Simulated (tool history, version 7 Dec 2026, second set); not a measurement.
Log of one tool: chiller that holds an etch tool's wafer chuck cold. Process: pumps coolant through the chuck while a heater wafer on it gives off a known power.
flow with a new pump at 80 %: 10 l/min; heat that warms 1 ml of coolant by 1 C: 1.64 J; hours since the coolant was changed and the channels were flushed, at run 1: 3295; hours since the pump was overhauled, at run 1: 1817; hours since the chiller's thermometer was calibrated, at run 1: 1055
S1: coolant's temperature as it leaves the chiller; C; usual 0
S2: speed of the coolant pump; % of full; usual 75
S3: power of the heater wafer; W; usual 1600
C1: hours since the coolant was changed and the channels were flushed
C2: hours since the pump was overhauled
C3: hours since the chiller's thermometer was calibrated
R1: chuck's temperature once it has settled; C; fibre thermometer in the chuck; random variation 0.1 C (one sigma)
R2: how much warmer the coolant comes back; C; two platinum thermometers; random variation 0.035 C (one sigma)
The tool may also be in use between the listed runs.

{"run": 1, "hour": 0.0, "S1": 0, "S2": 75, "S3": 1600, "C1": 3295, "C2": 1817, "C3": 1055, "R1": 11.8, "R2": 6.24}
{"run": 2, "hour": 49.3, "S1": 0, "S2": 75, "S3": 1600, "C1": 3344, "C2": 1866, "C3": 1104, "R1": 11.9, "R2": 6.27}
{"run": 3, "hour": 91.2, "S1": 0, "S2": 75, "S3": 1600, "C1": 3386, "C2": 1908, "C3": 1146, "R1": 11.9, "R2": 6.23}
{"run": 4, "hour": 116.5, "S1": 0, "S2": 75, "S3": 1590, "C1": 3411, "C2": 1934, "C3": 1171, "R1": 11.8, "R2": 6.21}
{"run": 5, "hour": 147.8, "S1": 0, "S2": 75, "S3": 1600, "C1": 3443, "C2": 1965, "C3": 1202, "R1": 11.8, "R2": 6.28}
{"run": 6, "hour": 187.6, "S1": 0, "S2": 75, "S3": 1600, "C1": 3483, "C2": 2005, "C3": 1242, "R1": 11.7, "R2": 6.29}
{"run": 7, "hour": 228.3, "S1": 0, "S2": 75, "S3": 1600, "C1": 3523, "C2": 2045, "C3": 1283, "R1": 11.8, "R2": 6.29}
{"run": 8, "hour": 250.0, "S1": 0, "S2": 75, "S3": 1600, "C1": 3545, "C2": 2067, "C3": 1305, "R1": 11.8, "R2": 6.23}
{"run": 9, "hour": 272.2, "S1": 0, "S2": 75, "S3": 1600, "C1": 3567, "C2": 2089, "C3": 1327, "R1": 12, "R2": 6.28}
{"run": 10, "hour": 299.3, "S1": -6, "S2": 77, "S3": 1762, "C1": 3594, "C2": 2116, "C3": 1354, "R1": 6.9, "R2": 6.71}
{"run": 11, "hour": 332.5, "S1": 8, "S2": 71, "S3": 1778, "C1": 3627, "C2": 2150, "C3": 1387, "R1": 21.7, "R2": 7.43}
{"hour": 372.7, "done": "coolant changed, channels flushed"}
{"run": 12, "hour": 374.5, "S1": 8, "S2": 62, "S3": 1177, "C1": 2, "C2": 2186, "C3": 1423, "R1": 18.2, "R2": 5.71}
{"run": 13, "hour": 424.5, "S1": 0, "S2": 75, "S3": 945, "C1": 52, "C2": 2236, "C3": 1473, "R1": 7, "R2": 3.72}
{"run": 14, "hour": 450.4, "S1": 7, "S2": 72, "S3": 2008, "C1": 78, "C2": 2262, "C3": 1499, "R1": 22.3, "R2": 8.34}

Forecast each of these 5 alternatives for the next run:
{"run": "A", "hour": 475.5, "S1": 0, "S2": 92, "S3": 1600, "C1": 103, "C2": 2287, "C3": 1524, "R1": "?", "R2": "?"}
{"run": "B", "hour": 475.5, "S1": 5, "S2": 98, "S3": 2008, "C1": 103, "C2": 2287, "C3": 1524, "R1": "?", "R2": "?"}
{"run": "C", "hour": 475.5, "S1": 6, "S2": 72, "S3": 2008, "C1": 103, "C2": 2287, "C3": 1524, "R1": "?", "R2": "?"}
{"run": "D", "hour": 475.5, "S1": -3, "S2": 64, "S3": 2020, "C1": 103, "C2": 2287, "C3": 1524, "R1": "?", "R2": "?"}
{"run": "E", "hour": 475.5, "S1": 2, "S2": 87, "S3": 1600, "C1": 103, "C2": 2287, "C3": 1524, "R1": "?", "R2": "?"}

run=A R1=10.2 R2=5.02
run=B R1=17 R2=5.83
run=C R1=21.1 R2=8.24
run=D R1=13.8 R2=9.39
run=E R1=12.6 R2=5.34
Without the tool's hidden state the same runs would have given:
run=A R1=10.2 R2=5.02
run=B R1=17 R2=5.83
run=C R1=21.1 R2=8.23
run=D R1=13.8 R2=9.38
run=E R1=12.6 R2=5.33
